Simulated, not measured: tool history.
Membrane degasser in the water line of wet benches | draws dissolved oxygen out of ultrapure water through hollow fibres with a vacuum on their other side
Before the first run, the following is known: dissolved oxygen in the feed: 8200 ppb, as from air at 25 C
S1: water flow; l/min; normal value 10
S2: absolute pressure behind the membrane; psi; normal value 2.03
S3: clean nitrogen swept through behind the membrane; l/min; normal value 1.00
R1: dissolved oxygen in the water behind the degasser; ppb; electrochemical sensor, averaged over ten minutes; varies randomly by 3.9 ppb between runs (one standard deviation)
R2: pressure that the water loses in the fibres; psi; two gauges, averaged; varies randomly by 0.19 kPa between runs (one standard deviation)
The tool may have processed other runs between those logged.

run	hour	S1	S2	S3	R1	R2
1	0.0	10	2.03	1.00	429.8	5.884
2	84.7	15	2.03	1.00	814.0	8.789
3	179.4	15	2.03	1.00	826.6	8.855
4	232.8	15	2.45	1.00	908.3	8.811
5	279.5	10	2.23	1.00	467.0	5.899
6	360.2	10	2.23	1.00	462.0	5.894
# hour 429.6: vacuum gauge calibrated
7	435.7	16	2.03	1.00	899.7	9.432
8	526.1	16	2.03	1.00	900.1	9.461
9	588.5	16	2.03	1.00	914.3	9.472
10	649.1	16	2.03	1.00	931.7	9.516
11	693.4	10	2.03	1.32	375.5	5.900
12	789.0	16	2.03	1.00	931.4	9.455
13	835.2	10	2.03	1.00	429.9	5.974
# hour 839.8: vacuum gauge calibrated, once more
14	880.2	10	2.03	1.00	425.8	5.929
15	934.8	10	2.03	0.47	660.4	5.942
16	1022.9	9	2.03	0.47	560.7	5.375
17	1106.8	9	3.58	2.76	300.1	5.303
18	1156.4	8	3.63	0.58	720.5	4.770
19	1246.5	7	4.26	0.91	517.5	4.157
20	1346.2	10	2.03	0.71	515.2	5.933
21	1445.3	15	1.39	0.64	772.3	8.926
22	1507.1	12	2.44	0.74	758.9	7.124
23	1596.6	12	2.44	0.74	752.6	7.143
24	1647.4	12	2.44	0.74	751.7	7.172
25	1701.4	12	2.44	0.74	759.5	7.197
26	1744.5	10	3.55	0.44	1118.9	6.007
27	1831.4	6	2.09	1.17	175.2	3.575
28	1903.6	6	2.09	1.17	168.7	3.611
29	1995.9	6	2.89	1.17	240.3	3.588

Here are 5 independent what-if runs from the current tool condition. What would each one return?
A	2046.1	15	1.28	1.41	?	?
B	2046.1	9	1.31	0.51	?	?
C	2046.1	6	3.58	1.17	?	?
D	2046.1	12	1.23	0.50	?	?
E	2046.1	12	2.89	1.17	?	?

run	R1	R2
A	641.3	8.981
B	366.5	5.350
C	297.8	3.587
D	569.2	7.182
E	661.0	7.172
What these runs would have given with no unlogged condition in the tool:
run	R1	R2
A	578.7	8.589
B	338.3	5.117
C	287.1	3.429
D	522.1	6.869
E	618.5	6.860
